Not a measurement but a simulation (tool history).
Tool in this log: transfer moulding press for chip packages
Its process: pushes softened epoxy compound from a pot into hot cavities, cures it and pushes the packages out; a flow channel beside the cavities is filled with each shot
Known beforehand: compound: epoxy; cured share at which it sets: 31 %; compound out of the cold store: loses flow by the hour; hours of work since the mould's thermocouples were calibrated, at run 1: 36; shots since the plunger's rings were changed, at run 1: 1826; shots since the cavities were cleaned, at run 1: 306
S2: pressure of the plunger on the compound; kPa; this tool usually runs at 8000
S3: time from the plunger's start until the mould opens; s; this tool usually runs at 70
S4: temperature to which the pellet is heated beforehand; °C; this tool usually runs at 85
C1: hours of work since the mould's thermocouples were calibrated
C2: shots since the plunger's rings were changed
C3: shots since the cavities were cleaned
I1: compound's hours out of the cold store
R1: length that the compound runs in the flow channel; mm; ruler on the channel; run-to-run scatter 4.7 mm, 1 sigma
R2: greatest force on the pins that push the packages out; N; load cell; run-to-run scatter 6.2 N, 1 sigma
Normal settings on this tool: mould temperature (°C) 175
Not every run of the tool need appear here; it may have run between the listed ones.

Run 1, hour 0: usual settings; C1 36; C2 1826; C3 306; I1 23.2. Result: R1 721 mm, R2 397 N.
Run 2, hour 6: usual settings; C1 40; C2 1930; C3 410; I1 22.2. Result: R1 722 mm, R2 419 N.
Run 3, hour 10.9: usual settings; C1 44; C2 2014; C3 494; I1 40.1. Result: R1 657 mm, R2 408 N.
Run 4, hour 16.1: usual settings; C1 47; C2 2105; C3 585; I1 36.8. Result: R1 681 mm, R2 427 N.
Run 5, hour 23.3: usual settings; C1 52; C2 2228; C3 708; I1 35. Result: R1 670 mm, R2 451 N.
Run 6, hour 30.2: usual settings; C1 57; C2 2348; C3 828; I1 29.3. Result: R1 701 mm, R2 467 N.
At hour 34.2: cavities cleaned with cleaning compound and waxed.
Run 7, hour 38.9: usual settings; C1 62; C2 2473; C3 83; I1 44.9. Result: R1 641 mm, R2 485 N.
Run 8, hour 43.5: usual settings; C1 65; C2 2552; C3 162; I1 13.7. Result: R1 747 mm, R2 510 N.
Run 9, hour 52.7: usual settings; C1 71; C2 2710; C3 320; I1 39.2. Result: R1 660 mm, R2 472 N.
Run 10, hour 60.3: usual settings; C1 76; C2 2842; C3 452; I1 12.5. Result: R1 745 mm, R2 510 N.
Run 11, hour 68.3: usual settings but S2 7740 kPa; C1 82; C2 2980; C3 590; I1 15.5. Result: R1 720 mm, R2 509 N.
At hour 78.3: plunger's sealing rings changed.
Run 12, hour 79.3: usual settings but S2 7740 kPa; C1 87; C2 17; C3 737; I1 37.5. Result: R1 689 mm, R2 496 N.
At hour 84.4: cavities cleaned with cleaning compound and waxed, once more.
Run 13, hour 86.9: usual settings but S3 73 s; C1 92; C2 122; C3 43; I1 15.8. Result: R1 777 mm, R2 263 N.
Run 14, hour 93.4: usual settings but S2 9180 kPa; C1 96; C2 234; C3 155; I1 10.2. Result: R1 846 mm, R2 330 N.
Run 15, hour 101.7: usual settings but S2 8360 kPa, S3 103 s; C1 102; C2 378; C3 299; I1 17. Result: R1 779 mm, R2 300 N.
Run 16, hour 107.9: usual settings but S2 8360 kPa, S3 103 s; C1 106; C2 484; C3 405; I1 35.7. Result: R1 723 mm, R2 341 N.
Run 17, hour 115.1: usual settings but mould temperature (°C) 182, S2 8720 kPa, S3 106 s, S4 82 °C; C1 111; C2 610; C3 531; I1 22.1. Result: R1 767 mm, R2 356 N.
Run 18, hour 119.9: usual settings but S2 6910 kPa, S3 74 s; C1 114; C2 692; C3 613; I1 42.6. Result: R1 626 mm, R2 400 N.
Run 19, hour 124.8: usual settings but S3 107 s, S4 87 °C; C1 117; C2 777; C3 698; I1 36.6. Result: R1 692 mm, R2 356 N.
Run 20, hour 131.3: usual settings but mould temperature (°C) 180, S3 76 s, S4 78 °C; C1 122; C2 890; C3 811; I1 33.5. Result: R1 696 mm, R2 384 N.
At hour 136.6: cavities cleaned with cleaning compound and waxed.
Run 21, hour 137.2: usual settings but mould temperature (°C) 170, S2 6150 kPa, S3 83 s; C1 125; C2 965; C3 9; I1 47.9. Result: R1 580 mm, R2 211 N.

Run 22 comes next. What will it give?
Run 22, hour 142.4: usual settings but mould temperature (°C) 174, S2 7750 kPa; C1 128; C2 1056; C3 100; I1 46.5. Result: R1 ?, R2 ?.

Run 22 produced R1 647 mm, R2 289 N.
Without the tool's hidden state the same run would have given R1 659 mm, R2 233 N.
